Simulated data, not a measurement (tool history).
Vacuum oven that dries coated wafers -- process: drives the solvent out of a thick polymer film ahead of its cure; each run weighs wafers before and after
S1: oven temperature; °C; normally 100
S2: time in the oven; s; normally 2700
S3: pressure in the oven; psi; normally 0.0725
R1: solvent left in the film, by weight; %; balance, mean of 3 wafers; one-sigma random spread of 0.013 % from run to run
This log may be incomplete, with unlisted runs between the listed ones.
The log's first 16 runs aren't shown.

Run 17, hour 876.2: usual settings but S2 3900 s. Result: R1 0.36 %.
Run 18, hour 918.9: usual settings but S1 102 °C. Result: R1 0.52 %.
Run 19, hour 983.0: usual settings but S1 101 °C, S2 2760 s. Result: R1 0.57 %.
Run 20, hour 1031.6: usual settings but S1 91 °C, S2 4080 s, S3 0.1534 psi. Result: R1 1.26 %.
Run 21, hour 1094.8: usual settings but S1 93 °C, S2 1980 s. Result: R1 2.51 %.
Run 22, hour 1164.5: usual settings but S1 103 °C, S2 4740 s. Result: R1 0.27 %.
Run 23, hour 1198.0: usual settings but S1 103 °C, S2 4740 s. Result: R1 0.30 %.
Run 24, hour 1234.2: usual settings but S1 92 °C, S2 1380 s, S3 0.0780 psi. Result: R1 4.16 %.
Run 25, hour 1290.5: usual settings but S1 102 °C, S2 2520 s, S3 0.0437 psi. Result: R1 0.53 %.
Run 26, hour 1341.2: usual settings but S2 3540 s, S3 0.0956 psi. Result: R1 0.53 %.
Run 27, hour 1421.8: usual settings but S1 87 °C, S2 3540 s, S3 0.0956 psi. Result: R1 2.06 %.
Run 28, hour 1494.3: usual settings but S2 1920 s, S3 0.0680 psi. Result: R1 1.35 %.
Run 29, hour 1537.6: usual settings but S2 1380 s, S3 0.1432 psi. Result: R1 2.50 %.
Run 30, hour 1592.3: usual settings but S1 91 °C, S2 2040 s, S3 0.1910 psi. Result: R1 3.33 %.
Run 31, hour 1660.1: usual settings but S1 91 °C, S2 2040 s, S3 0.1910 psi. Result: R1 3.36 %.
Run 32, hour 1737.8: usual settings but S1 97 °C, S2 2520 s, S3 0.0634 psi. Result: R1 1.19 %.
Run 33, hour 1797.0: usual settings but S1 97 °C, S2 2520 s, S3 0.0634 psi. Result: R1 1.19 %.
Run 34, hour 1872.0: usual settings but S1 97 °C, S2 2520 s, S3 0.0634 psi. Result: R1 1.19 %.
Run 35, hour 1927.6: usual settings but S1 97 °C, S2 2520 s, S3 0.1981 psi. Result: R1 1.64 %.
Run 36, hour 1974.8: usual settings but S1 109 °C, S2 2520 s, S3 0.1981 psi. Result: R1 0.60 %.

Each row is a separate what-if for the run after 36, all from the same tool condition, not one after another. Results?
Run A, hour 2017.7: usual settings but S1 109 °C, S2 3660 s, S3 0.2007 psi. Result: R1 ?.
Run B, hour 2017.7: usual settings but S2 2580 s. Result: R1 ?.
Run C, hour 2017.7: usual settings but S1 106 °C, S2 3360 s, S3 0.1877 psi. Result: R1 ?.
Run D, hour 2017.7: usual settings but S1 86 °C. Result: R1 ?.
Run E, hour 2017.7: usual settings but S1 98 °C, S2 2100 s, S3 0.1220 psi. Result: R1 ?.

run    R1
  A  0.51
  B  0.86
  C  0.60
  D  3.22
  E  1.66
With the hidden condition removed and each run's random variation left untouched, the same runs would have given:
run    R1
  A  0.40
  B  0.64
  C  0.47
  D  2.80
  E  1.37
